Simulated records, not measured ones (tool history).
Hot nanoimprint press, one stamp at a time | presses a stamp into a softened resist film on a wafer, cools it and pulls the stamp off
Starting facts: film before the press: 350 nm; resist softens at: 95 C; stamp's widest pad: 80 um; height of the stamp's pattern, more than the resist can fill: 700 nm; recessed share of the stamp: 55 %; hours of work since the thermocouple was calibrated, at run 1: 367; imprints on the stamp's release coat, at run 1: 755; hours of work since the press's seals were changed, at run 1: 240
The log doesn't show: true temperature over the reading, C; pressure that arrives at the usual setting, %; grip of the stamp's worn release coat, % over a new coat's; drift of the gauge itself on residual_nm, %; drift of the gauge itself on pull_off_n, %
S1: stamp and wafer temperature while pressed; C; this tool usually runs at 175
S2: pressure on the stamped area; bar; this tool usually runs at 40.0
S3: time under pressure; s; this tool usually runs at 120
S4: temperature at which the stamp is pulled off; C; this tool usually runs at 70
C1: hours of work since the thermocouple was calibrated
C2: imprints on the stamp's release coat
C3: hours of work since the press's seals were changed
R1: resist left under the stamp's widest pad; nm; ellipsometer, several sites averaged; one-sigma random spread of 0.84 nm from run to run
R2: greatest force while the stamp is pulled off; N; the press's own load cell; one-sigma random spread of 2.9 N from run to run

| run | hour | S1 | S2 | S3 | S4 | C1 | C2 | C3 | R1 | R2 |
|---|---|---|---|---|---|---|---|---|---|---|
| 1 | 0.0 | 175 | 40.0 | 120 | 70 | 367 | 755 | 240 | 174.1 | 136 |
| 2 | 8.3 | 175 | 40.0 | 120 | 70 | 373 | 788 | 246 | 174.3 | 133 |
| 3 | 15.6 | 175 | 37.2 | 120 | 70 | 378 | 817 | 251 | 179.6 | 137 |
| 4 | 22.8 | 175 | 40.0 | 120 | 56 | 383 | 845 | 256 | 174.5 | 190 |
| 5 | 32.2 | 175 | 40.0 | 120 | 56 | 390 | 883 | 263 | 174.4 | 192 |
| 6 | 42.2 | 175 | 40.0 | 200 | 70 | 397 | 923 | 270 | 143.2 | 135 |
|  | 54.8 | plate thermocouple calibrated |
| 7 | 56.1 | 175 | 40.0 | 200 | 70 | 1 | 966 | 278 | 143.9 | 136 |
| 8 | 64.5 | 175 | 40.0 | 200 | 70 | 7 | 1000 | 284 | 142.9 | 134 |
| 9 | 69.5 | 175 | 33.7 | 120 | 70 | 11 | 1019 | 288 | 186.9 | 139 |
| 10 | 78.8 | 175 | 37.5 | 120 | 70 | 17 | 1057 | 294 | 178.6 | 135 |
| 11 | 85.6 | 175 | 37.5 | 120 | 70 | 22 | 1084 | 299 | 179.6 | 135 |
| 12 | 93.8 | 175 | 37.5 | 120 | 70 | 28 | 1116 | 305 | 179.8 | 136 |
| 13 | 102.4 | 175 | 37.5 | 120 | 70 | 34 | 1151 | 311 | 178.9 | 139 |
| 14 | 111.2 | 175 | 37.5 | 120 | 70 | 40 | 1185 | 317 | 180.9 | 139 |
| 15 | 123.1 | 175 | 37.5 | 120 | 70 | 49 | 1233 | 326 | 179.3 | 137 |
| 16 | 128.6 | 174 | 33.9 | 120 | 61 | 53 | 1255 | 330 | 191.8 | 176 |
| 17 | 134.9 | 174 | 33.9 | 113 | 58 | 57 | 1280 | 334 | 194.2 | 183 |
| 18 | 142.8 | 182 | 43.5 | 82 | 58 | 63 | 1311 | 340 | 161.8 | 183 |
| 19 | 151.0 | 182 | 43.5 | 82 | 58 | 69 | 1344 | 346 | 162.7 | 190 |
| 20 | 158.6 | 182 | 43.5 | 82 | 58 | 74 | 1374 | 351 | 163.6 | 182 |
| 21 | 165.1 | 175 | 40.0 | 120 | 59 | 79 | 1400 | 356 | 174.2 | 180 |
| 22 | 172.4 | 184 | 49.4 | 82 | 78 | 84 | 1429 | 361 | 145.5 | 110 |
| 23 | 182.5 | 175 | 40.0 | 218 | 70 | 92 | 1469 | 369 | 139.6 | 141 |
| 24 | 190.7 | 175 | 40.0 | 218 | 70 | 98 | 1502 | 375 | 139.1 | 133 |
| 25 | 202.2 | 175 | 44.7 | 218 | 73 | 106 | 1548 | 383 | 131.1 | 124 |

Run 26 is up next; what results do you expect?
| 26 | 213.9 | 175 | 24.1 | 100 | 70 | 114 | 1594 | 391 | ? | ? |

R1: 225.2 nm
R2: 132 N
Without the tool's hidden state the same run would have given R1 225.2 nm, R2 131 N.
